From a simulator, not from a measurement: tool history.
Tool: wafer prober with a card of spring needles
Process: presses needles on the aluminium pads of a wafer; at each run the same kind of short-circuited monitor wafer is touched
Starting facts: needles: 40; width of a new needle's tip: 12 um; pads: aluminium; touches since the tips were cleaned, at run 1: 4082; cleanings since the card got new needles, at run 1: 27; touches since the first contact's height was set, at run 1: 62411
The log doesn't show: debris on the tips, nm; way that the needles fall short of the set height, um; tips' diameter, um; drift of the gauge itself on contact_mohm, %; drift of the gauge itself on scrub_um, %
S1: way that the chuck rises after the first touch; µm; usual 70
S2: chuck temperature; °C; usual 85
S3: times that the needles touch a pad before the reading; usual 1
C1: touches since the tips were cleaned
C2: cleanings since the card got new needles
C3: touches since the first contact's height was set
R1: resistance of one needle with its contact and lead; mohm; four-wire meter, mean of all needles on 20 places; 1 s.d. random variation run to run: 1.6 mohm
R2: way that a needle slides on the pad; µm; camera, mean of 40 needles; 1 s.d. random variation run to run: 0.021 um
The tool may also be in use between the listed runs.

run 1 hour=0 | S1=70 S2=85 S3=1 | C1=4082 C2=27 C3=62411 | R1=147 R2=10.89
-- hour=5.2 tips cleaned on abrasive film
-- hour=27.3 tips cleaned on abrasive film
run 2 hour=39.4 | S1=53 S2=85 S3=1 | C1=2922 C2=29 C3=71826 | R1=154 R2=8.22
-- hour=49.3 tips cleaned on abrasive film
run 3 hour=67.2 | S1=53 S2=85 S3=1 | C1=4298 C2=30 C3=78474 | R1=152 R2=8.27
-- hour=70.2 tips cleaned on abrasive film
run 4 hour=87.6 | S1=53 S2=85 S3=1 | C1=4184 C2=31 C3=83334 | R1=151 R2=8.23
-- hour=92.1 tips cleaned on abrasive film
-- hour=113.7 tips cleaned on abrasive film
run 5 hour=122.5 | S1=53 S2=85 S3=1 | C1=2100 C2=33 C3=91653 | R1=152 R2=8.28
-- hour=136.7 tips cleaned on abrasive film
run 6 hour=149.5 | S1=53 S2=85 S3=1 | C1=3070 C2=34 C3=98106 | R1=151 R2=8.27
-- hour=160.5 tips cleaned on abrasive film
-- hour=167.7 height of the first contact set anew
-- hour=181.9 tips cleaned on abrasive film
run 7 hour=192.2 | S1=53 S2=85 S3=1 | C1=2483 C2=36 C3=5855 | R1=150 R2=8.26
-- hour=204.2 tips cleaned on abrasive film
run 8 hour=218.9 | S1=53 S2=85 S3=1 | C1=3524 C2=37 C3=12234 | R1=154 R2=8.22
-- hour=228.1 tips cleaned on abrasive film
-- hour=249.4 tips cleaned on abrasive film
run 9 hour=258.3 | S1=70 S2=85 S3=1 | C1=2126 C2=39 C3=21630 | R1=148 R2=10.91
-- hour=273.6 tips cleaned on abrasive film
run 10 hour=282.4 | S1=70 S2=85 S3=1 | C1=2116 C2=40 C3=27389 | R1=150 R2=10.92
-- hour=294.8 tips cleaned on abrasive film
-- hour=316.3 tips cleaned on abrasive film
run 11 hour=323.2 | S1=70 S2=85 S3=1 | C1=1668 C2=42 C3=37141 | R1=150 R2=10.93
-- hour=339.1 tips cleaned on abrasive film
run 12 hour=357.8 | S1=70 S2=85 S3=1 | C1=4494 C2=43 C3=45422 | R1=147 R2=10.88
-- hour=362 tips cleaned on abrasive film
-- hour=385.3 tips cleaned on abrasive film
run 13 hour=393.8 | S1=70 S2=85 S3=2 | C1=2025 C2=45 C3=53994 | R1=147 R2=10.92
-- hour=409.8 tips cleaned on abrasive film
run 14 hour=413.4 | S1=70 S2=85 S3=2 | C1=860 C2=46 C3=58678 | R1=148 R2=10.89
-- hour=434.2 tips cleaned on abrasive film
run 15 hour=435.4 | S1=70 S2=51 S3=1 | C1=285 C2=47 C3=63941 | R1=141 R2=10.93
-- hour=455.5 tips cleaned on abrasive film
run 16 hour=455.5 | S1=70 S2=28 S3=1 | C1=0 C2=48 C3=68733 | R1=139 R2=10.94
-- hour=476.3 tips cleaned on abrasive film
run 17 hour=491.1 | S1=59 S2=60 S3=1 | C1=3535 C2=49 C3=77243 | R1=146 R2=9.17
-- hour=497.2 tips cleaned on abrasive film
-- hour=518.9 tips cleaned on abrasive film
run 18 hour=532.5 | S1=61 S2=60 S3=2 | C1=3267 C2=51 C3=87135 | R1=143 R2=9.52
-- hour=539.8 tips cleaned on abrasive film
run 19 hour=555 | S1=57 S2=48 S3=2 | C1=3669 C2=52 C3=92520 | R1=144 R2=8.91
-- hour=561.1 tips cleaned on abrasive film
run 20 hour=576.8 | S1=50 S2=82 S3=3 | C1=3760 C2=53 C3=97716 | R1=154 R2=7.82
-- hour=584.8 tips cleaned on abrasive film
-- hour=595.9 height of the first contact set anew
-- hour=606.9 tips cleaned on abrasive film
run 21 hour=622 | S1=75 S2=98 S3=1 | C1=3616 C2=55 C3=6239 | R1=150 R2=11.69
-- hour=628.3 tips cleaned on abrasive film
-- hour=652.7 tips cleaned on abrasive film
run 22 hour=663.8 | S1=73 S2=35 S3=3 | C1=2668 C2=57 C3=16226 | R1=140 R2=11.41
-- hour=674.9 tips cleaned on abrasive film
-- hour=695.8 tips cleaned on abrasive film
run 23 hour=695.8 | S1=73 S2=35 S3=3 | C1=0 C2=59 C3=23853 | R1=139 R2=11.37
-- hour=718.3 tips cleaned on abrasive film
run 24 hour=723.1 | S1=54 S2=41 S3=2 | C1=1152 C2=60 C3=30386 | R1=144 R2=8.43
-- hour=740.2 tips cleaned on abrasive film
run 25 hour=749.2 | S1=76 S2=41 S3=3 | C1=2166 C2=61 C3=36619 | R1=140 R2=11.85
-- hour=761.1 tips cleaned on abrasive film
run 26 hour=773 | S1=76 S2=41 S3=3 | C1=2869 C2=62 C3=42308 | R1=140 R2=11.81
-- hour=782.2 tips cleaned on abrasive film
-- hour=804.2 tips cleaned on abrasive film
run 27 hour=814.4 | S1=70 S2=57 S3=1 | C1=2444 C2=64 C3=52182 | R1=144 R2=10.93
-- hour=826.1 tips cleaned on abrasive film
run 28 hour=841.7 | S1=81 S2=88 S3=2 | C1=3750 C2=65 C3=58721 | R1=148 R2=12.62
-- hour=847.9 tips cleaned on abrasive film
-- hour=870.8 tips cleaned on abrasive film
run 29 hour=883.6 | S1=81 S2=88 S3=2 | C1=3076 C2=67 C3=68721 | R1=151 R2=12.61
-- hour=891.6 tips cleaned on abrasive film
run 30 hour=911.8 | S1=79 S2=85 S3=2 | C1=4838 C2=68 C3=75449 | R1=151 R2=12.26
-- hour=914.3 tips cleaned on abrasive film
run 31 hour=932.4 | S1=79 S2=45 S3=1 | C1=4340 C2=69 C3=80384 | R1=141 R2=12.31
-- hour=935.2 tips cleaned on abrasive film
-- hour=956.4 tips cleaned on abrasive film
run 32 hour=956.4 | S1=79 S2=41 S3=2 | C1=0 C2=71 C3=86098 | R1=140 R2=12.26

3 ways to go on from here, each from the tool as it stands after run 32. What would each give?
run A hour=975.2 | S1=56 S2=44 S3=1 | C1=4494 C2=71 C3=90592 | R1=? R2=?
run B hour=975.2 | S1=53 S2=41 S3=2 | C1=4494 C2=71 C3=90592 | R1=? R2=?
run C hour=975.2 | S1=79 S2=119 S3=3 | C1=4494 C2=71 C3=90592 | R1=? R2=?

run=A R1=143 R2=8.67
run=B R1=144 R2=8.24
run=C R1=155 R2=12.3
What these runs would have given with no unlogged condition in the tool:
run=A R1=142 R2=8.67
run=B R1=144 R2=8.25
run=C R1=155 R2=12.3
